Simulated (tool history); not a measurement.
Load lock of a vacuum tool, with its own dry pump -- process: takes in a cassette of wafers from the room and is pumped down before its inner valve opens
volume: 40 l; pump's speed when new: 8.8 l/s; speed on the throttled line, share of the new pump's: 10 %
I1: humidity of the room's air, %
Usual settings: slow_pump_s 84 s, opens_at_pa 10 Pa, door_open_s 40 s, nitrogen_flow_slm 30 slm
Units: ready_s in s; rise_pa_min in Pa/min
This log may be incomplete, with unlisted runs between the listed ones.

Run 1, day 0.000: usual settings; I1 46.3. Result: ready_s 119.4 s, rise_pa_min 0.054 Pa/min.
Run 2, day 7.262: usual settings; I1 44.8. Result: ready_s 118.7 s, rise_pa_min 0.051 Pa/min.
Run 3, day 12.004: usual settings; I1 43.0. Result: ready_s 119.1 s, rise_pa_min 0.059 Pa/min.
Run 4, day 15.258: usual settings; I1 49.4. Result: ready_s 119.5 s, rise_pa_min 0.068 Pa/min.
Run 5, day 19.942: usual settings but opens_at_pa 14 Pa; I1 45.1. Result: ready_s 118.4 s, rise_pa_min 0.068 Pa/min.
Run 6, day 25.133: usual settings but opens_at_pa 12 Pa; I1 44.8. Result: ready_s 118.6 s, rise_pa_min 0.077 Pa/min.
Run 7, day 28.204: usual settings but opens_at_pa 7 Pa; I1 44.7. Result: ready_s 120.7 s, rise_pa_min 0.082 Pa/min.
Run 8, day 31.433: usual settings but nitrogen_flow_slm 27 slm; I1 46.1. Result: ready_s 119.4 s, rise_pa_min 0.083 Pa/min.
Run 9, day 35.838: usual settings but nitrogen_flow_slm 27 slm; I1 46.1. Result: ready_s 118.2 s, rise_pa_min 0.094 Pa/min.
Run 10, day 41.296: usual settings but nitrogen_flow_slm 27 slm; I1 44.9. Result: ready_s 119.6 s, rise_pa_min 0.099 Pa/min.
Run 11, day 48.142: usual settings but door_open_s 201 s, nitrogen_flow_slm 27 slm; I1 43.7. Result: ready_s 119.2 s, rise_pa_min 0.140 Pa/min.
Run 12, day 53.992: usual settings but slow_pump_s 107 s, opens_at_pa 8 Pa, door_open_s 164 s, nitrogen_flow_slm 7 slm; I1 42.7. Result: ready_s 139.9 s, rise_pa_min 0.182 Pa/min.
Run 13, day 57.329: usual settings but slow_pump_s 117 s, opens_at_pa 11 Pa, door_open_s 164 s, nitrogen_flow_slm 7 slm; I1 43.9. Result: ready_s 148.7 s, rise_pa_min 0.192 Pa/min.
Run 14, day 61.058: usual settings but slow_pump_s 117 s, opens_at_pa 11 Pa, door_open_s 164 s, nitrogen_flow_slm 7 slm; I1 42.6. Result: ready_s 149.0 s, rise_pa_min 0.198 Pa/min.
Run 15, day 68.317: usual settings but slow_pump_s 148 s, opens_at_pa 11 Pa, door_open_s 26 s, nitrogen_flow_slm 7 slm; I1 44.5. Result: ready_s 176.0 s, rise_pa_min 0.154 Pa/min.
Run 16, day 71.350: usual settings but slow_pump_s 148 s, opens_at_pa 11 Pa, door_open_s 26 s, nitrogen_flow_slm 7 slm; I1 44.4. Result: ready_s 176.3 s, rise_pa_min 0.164 Pa/min.

Here are 4 independent what-if runs from the current tool condition. What would each one return?
Run A, day 77.050: usual settings but nitrogen_flow_slm 27 slm; I1 49.2. Result: ready_s ?, rise_pa_min ?.
Run B, day 77.050: usual settings but slow_pump_s 104 s, door_open_s 133 s, nitrogen_flow_slm 34 slm; I1 45.2. Result: ready_s ?, rise_pa_min ?.
Run C, day 77.050: usual settings but slow_pump_s 72 s, opens_at_pa 8 Pa, nitrogen_flow_slm 5 slm; I1 47.4. Result: ready_s ?, rise_pa_min ?.
Run D, day 77.050: usual settings but slow_pump_s 86 s, opens_at_pa 11 Pa, door_open_s 26 s, nitrogen_flow_slm 6 slm; I1 43.6. Result: ready_s ?, rise_pa_min ?.

run  ready_s  rise_pa_min
  A    120.4        0.168
  B    137.1        0.179
  C    109.4        0.184
  D    120.7        0.166
Take away the tool's hidden state, keep each run's random variation, and the runs would have read:
run  ready_s  rise_pa_min
  A    118.9        0.019
  B    135.7        0.031
  C    107.8        0.034
  D    119.3        0.019

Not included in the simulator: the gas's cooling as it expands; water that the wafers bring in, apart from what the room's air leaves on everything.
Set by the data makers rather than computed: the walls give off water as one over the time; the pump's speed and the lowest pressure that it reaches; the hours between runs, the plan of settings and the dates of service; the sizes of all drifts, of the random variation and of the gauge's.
